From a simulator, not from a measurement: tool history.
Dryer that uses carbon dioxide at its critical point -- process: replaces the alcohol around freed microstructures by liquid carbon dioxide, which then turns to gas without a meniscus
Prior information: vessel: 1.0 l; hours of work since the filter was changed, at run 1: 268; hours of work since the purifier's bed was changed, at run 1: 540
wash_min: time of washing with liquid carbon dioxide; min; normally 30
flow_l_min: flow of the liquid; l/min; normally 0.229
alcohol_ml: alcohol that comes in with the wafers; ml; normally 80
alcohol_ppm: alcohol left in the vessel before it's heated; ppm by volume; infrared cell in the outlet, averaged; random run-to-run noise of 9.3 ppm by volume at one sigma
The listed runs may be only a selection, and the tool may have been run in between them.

run,hour,wash_min,flow_l_min,alcohol_ml,hours of work since the filter was changed,hours of work since the purifier's bed was changed,alcohol_ppm
1,0,30,0.229,80,268,540,1206
2,23.5,25,0.229,80,284,556,2421
# hour 27.9: inlet filter changed
3,42.6,25,0.229,80,10,568,1318
4,59.4,25,0.229,80,22,580,1357
5,80.9,25,0.229,36,36,595,670
6,101.2,30,0.151,80,50,609,3738
7,117.3,21,0.34,80,61,620,520
8,147.6,21,0.34,80,82,640,567
9,165.8,32,0.313,21,95,653,83
10,190,28,0.272,31,111,670,229
11,208.1,24,0.145,88,124,682,8919

Here are 5 independent what-if runs from the current tool condition. What would each one return?
A,236.5,24,0.145,86,143,702,?
B,236.5,33,0.229,80,143,702,?
C,236.5,25,0.141,39,143,702,?
D,236.5,22,0.173,29,143,702,?
E,236.5,47,0.221,114,143,702,?

run,alcohol_ppm
A,9308
B,610
C,3996
D,2520
E,200
What these runs would have given with no unlogged condition in the tool:
run,alcohol_ppm
A,7437
B,331
C,3155
D,1925
E,73

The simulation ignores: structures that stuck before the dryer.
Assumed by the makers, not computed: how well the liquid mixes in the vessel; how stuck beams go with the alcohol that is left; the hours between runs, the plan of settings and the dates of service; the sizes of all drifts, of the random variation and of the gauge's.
